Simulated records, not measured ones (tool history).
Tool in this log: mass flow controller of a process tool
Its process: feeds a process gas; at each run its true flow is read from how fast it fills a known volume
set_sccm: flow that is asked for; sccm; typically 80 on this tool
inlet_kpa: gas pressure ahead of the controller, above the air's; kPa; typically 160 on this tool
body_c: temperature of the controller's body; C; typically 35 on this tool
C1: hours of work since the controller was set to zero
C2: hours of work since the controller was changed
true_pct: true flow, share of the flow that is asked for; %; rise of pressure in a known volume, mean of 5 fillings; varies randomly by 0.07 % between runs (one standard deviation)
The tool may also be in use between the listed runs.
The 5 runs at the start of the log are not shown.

{"run": 6, "hour": 431.7, "set_sccm": 80, "inlet_kpa": 202, "body_c": 35, "C1": 3645, "C2": 3645, "true_pct": 98.92}
{"run": 7, "hour": 497.8, "set_sccm": 80, "inlet_kpa": 160, "body_c": 35, "C1": 3693, "C2": 3693, "true_pct": 99.12}
{"run": 8, "hour": 617.6, "set_sccm": 80, "inlet_kpa": 160, "body_c": 35, "C1": 3780, "C2": 3780, "true_pct": 98.97}
{"run": 9, "hour": 666.7, "set_sccm": 80, "inlet_kpa": 160, "body_c": 35, "C1": 3816, "C2": 3816, "true_pct": 99.15}
{"run": 10, "hour": 724.0, "set_sccm": 80, "inlet_kpa": 160, "body_c": 35, "C1": 3858, "C2": 3858, "true_pct": 99.15}
{"run": 11, "hour": 830.8, "set_sccm": 80, "inlet_kpa": 164, "body_c": 35, "C1": 3935, "C2": 3935, "true_pct": 99.17}
{"run": 12, "hour": 928.6, "set_sccm": 17, "inlet_kpa": 164, "body_c": 35, "C1": 4006, "C2": 4006, "true_pct": 97.22}
{"run": 13, "hour": 1021.8, "set_sccm": 17, "inlet_kpa": 164, "body_c": 35, "C1": 4074, "C2": 4074, "true_pct": 97.3}
{"run": 14, "hour": 1110.9, "set_sccm": 80, "inlet_kpa": 160, "body_c": 35, "C1": 4139, "C2": 4139, "true_pct": 99.01}
{"run": 15, "hour": 1209.4, "set_sccm": 80, "inlet_kpa": 160, "body_c": 35, "C1": 4210, "C2": 4210, "true_pct": 98.97}
{"run": 16, "hour": 1278.3, "set_sccm": 80, "inlet_kpa": 160, "body_c": 35, "C1": 4261, "C2": 4261, "true_pct": 98.88}
{"run": 17, "hour": 1343.3, "set_sccm": 80, "inlet_kpa": 268, "body_c": 35, "C1": 4308, "C2": 4308, "true_pct": 98.92}
{"run": 18, "hour": 1424.0, "set_sccm": 80, "inlet_kpa": 160, "body_c": 35, "C1": 4366, "C2": 4366, "true_pct": 99.08}
{"run": 19, "hour": 1540.3, "set_sccm": 80, "inlet_kpa": 160, "body_c": 35, "C1": 4451, "C2": 4451, "true_pct": 99.06}
{"run": 20, "hour": 1599.6, "set_sccm": 80, "inlet_kpa": 160, "body_c": 32, "C1": 4494, "C2": 4494, "true_pct": 99.28}
{"run": 21, "hour": 1702.5, "set_sccm": 80, "inlet_kpa": 160, "body_c": 32, "C1": 4569, "C2": 4569, "true_pct": 99.27}
{"run": 22, "hour": 1807.6, "set_sccm": 80, "inlet_kpa": 160, "body_c": 32, "C1": 4645, "C2": 4645, "true_pct": 99.22}
{"run": 23, "hour": 1927.8, "set_sccm": 80, "inlet_kpa": 160, "body_c": 32, "C1": 4733, "C2": 4733, "true_pct": 99.38}
{"run": 24, "hour": 2033.6, "set_sccm": 49, "inlet_kpa": 160, "body_c": 32, "C1": 4810, "C2": 4810, "true_pct": 98.42}
{"run": 25, "hour": 2151.5, "set_sccm": 49, "inlet_kpa": 160, "body_c": 32, "C1": 4895, "C2": 4895, "true_pct": 98.28}

Expected results for the next run?
{"run": 26, "hour": 2204.7, "set_sccm": 92, "inlet_kpa": 160, "body_c": 35, "C1": 4934, "C2": 4934, "true_pct": "?"}

{"run 26": {"true_pct": 99.42}}
The same run, on a tool lacking any hidden state, would have yielded true_pct 99.41 %.
